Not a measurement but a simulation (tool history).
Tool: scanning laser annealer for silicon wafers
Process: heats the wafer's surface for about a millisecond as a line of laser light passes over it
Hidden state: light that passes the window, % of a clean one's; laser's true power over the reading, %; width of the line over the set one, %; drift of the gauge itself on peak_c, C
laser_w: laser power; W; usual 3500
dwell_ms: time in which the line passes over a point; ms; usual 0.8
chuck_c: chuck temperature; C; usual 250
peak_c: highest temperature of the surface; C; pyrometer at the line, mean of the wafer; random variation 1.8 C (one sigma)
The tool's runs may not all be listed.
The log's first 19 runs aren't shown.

run,hour,laser_w,dwell_ms,chuck_c,hours of work since the window was cleaned,hours of work since the power meter was calibrated,hours of work since the optics were aligned,peak_c
20,143.1,3230,0.8,266,19,404,594,899
21,149.2,3230,0.8,266,23,409,599,897
22,155.5,3324,0.8,219,27,413,603,868
23,160.5,3324,0.732,211,31,416,606,835
# hour 172.5: window over the wafer cleaned, once more
24,174.3,3500,0.57,265,1,425,615,867
25,183.8,3619,0.671,254,8,431,621,921
26,188.9,3710,0.8,250,12,435,625,986
27,197.1,3710,0.8,250,17,441,631,987
28,205.5,3638,0.598,248,23,446,636,883
29,212.9,3500,0.714,250,28,452,642,912
30,224.1,3561,0.919,215,36,459,649,965
31,230.5,3192,0.919,228,41,464,654,897
32,240.7,3800,0.8,255,48,471,661,1007
33,249.7,3800,0.8,255,54,477,667,1008
34,258.8,3800,0.8,255,60,484,674,1007
35,266,3800,0.8,255,65,489,679,1006
36,271.8,3521,0.638,219,69,493,683,850
37,277.4,3026,0.8,250,73,497,687,846

Forecast each of these 4 alternatives for the next run:
A,284.9,3026,0.561,273,79,502,692,?
B,284.9,3500,0.703,231,79,502,692,?
C,284.9,3765,0.651,214,79,502,692,?
D,284.9,3747,0.992,283,79,502,692,?

run,peak_c
A,786
B,882
C,895
D,1097
Without the tool's hidden state the same runs would have given:
run,peak_c
A,797
B,897
C,911
D,1116
